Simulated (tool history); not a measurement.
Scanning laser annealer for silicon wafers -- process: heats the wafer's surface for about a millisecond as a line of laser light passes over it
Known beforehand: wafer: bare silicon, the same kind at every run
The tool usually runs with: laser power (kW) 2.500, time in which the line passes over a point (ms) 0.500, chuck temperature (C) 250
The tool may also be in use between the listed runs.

| run | hour | laser power (kW) | time in which the line passes over a point (ms) | chuck temperature (C) | highest temperature of the surface (C) |
|---|---|---|---|---|---|
| 1 | 0.0 | 2.500 | 0.500 | 250 | 1061 |
| 2 | 44.9 | 2.500 | 0.500 | 223 | 1041 |
| 3 | 71.0 | 2.500 | 0.500 | 223 | 1038 |
| 4 | 99.5 | 2.500 | 0.500 | 223 | 1038 |
| 5 | 126.2 | 2.500 | 0.500 | 241 | 1052 |
| 6 | 158.0 | 2.500 | 0.500 | 250 | 1059 |
| 7 | 185.3 | 2.500 | 0.500 | 250 | 1059 |
| 8 | 206.0 | 2.500 | 0.500 | 250 | 1060 |
| 9 | 248.0 | 2.500 | 0.401 | 250 | 958 |
| 10 | 268.1 | 2.500 | 0.401 | 250 | 959 |
| 11 | 298.4 | 2.500 | 0.401 | 250 | 956 |
| 12 | 326.1 | 2.500 | 0.401 | 250 | 954 |
| 13 | 364.7 | 2.500 | 0.401 | 250 | 951 |
| 14 | 396.1 | 2.500 | 0.485 | 250 | 1036 |
| 15 | 432.7 | 2.500 | 0.485 | 250 | 1035 |
| 16 | 470.1 | 2.500 | 0.431 | 250 | 979 |
| 17 | 489.4 | 2.500 | 0.431 | 250 | 977 |
| 18 | 528.9 | 2.500 | 0.500 | 250 | 1045 |
| 19 | 562.1 | 2.500 | 0.500 | 250 | 1040 |
| 20 | 594.8 | 2.500 | 0.500 | 250 | 1039 |
| 21 | 628.6 | 2.737 | 0.500 | 250 | 1135 |
| 22 | 658.4 | 2.737 | 0.500 | 250 | 1136 |
| 23 | 699.3 | 2.380 | 0.510 | 258 | 1002 |
| 24 | 720.3 | 2.165 | 0.589 | 227 | 945 |
| 25 | 759.9 | 2.500 | 0.359 | 250 | 891 |
| 26 | 796.5 | 2.278 | 0.413 | 263 | 880 |
| 27 | 823.0 | 2.363 | 0.368 | 231 | 833 |
| 28 | 848.2 | 2.500 | 0.576 | 289 | 1136 |
| 29 | 885.8 | 2.500 | 0.576 | 289 | 1133 |
| 30 | 927.9 | 2.500 | 0.576 | 289 | 1172 |
| 31 | 945.4 | 2.627 | 0.373 | 246 | 972 |
| 32 | 968.5 | 2.496 | 0.499 | 215 | 1022 |
| 33 | 992.2 | 2.468 | 0.500 | 250 | 1047 |
| 34 | 1034.1 | 2.468 | 0.411 | 250 | 957 |
| 35 | 1054.6 | 2.468 | 0.411 | 250 | 955 |
| 36 | 1089.5 | 2.709 | 0.457 | 250 | 1095 |
| 37 | 1130.0 | 2.500 | 0.358 | 250 | 907 |
| 38 | 1159.6 | 2.500 | 0.358 | 250 | 907 |
| 39 | 1191.3 | 2.148 | 0.599 | 288 | 1019 |
| 40 | 1225.3 | 2.500 | 0.394 | 238 | 930 |

Put back what was entered between runs (2 entries, withheld): which listed runs does each sit between, and how does the hidden state differ from the listed run before to the listed run after?
From run 1 to run 2: optics aligned, line set to its width (hour 44.9)
  light that passes the window, % of a clean one's: 99.86 -> 99.69; laser's true power over the reading, %: -0.06 -> -0.05; width of the line over the set one, %: 1.67 -> 0.23
  measured less the result without the state, highest temperature of the surface (C): -12 -> -5
From run 29 to run 30: window over the wafer cleaned (hour 909.9)
  light that passes the window, % of a clean one's: 96.08 -> 99.4; laser's true power over the reading, %: 0.17 -> 0.18; width of the line over the set one, %: 1.08 -> 1.13
  measured less the result without the state, highest temperature of the surface (C): -50 -> -12
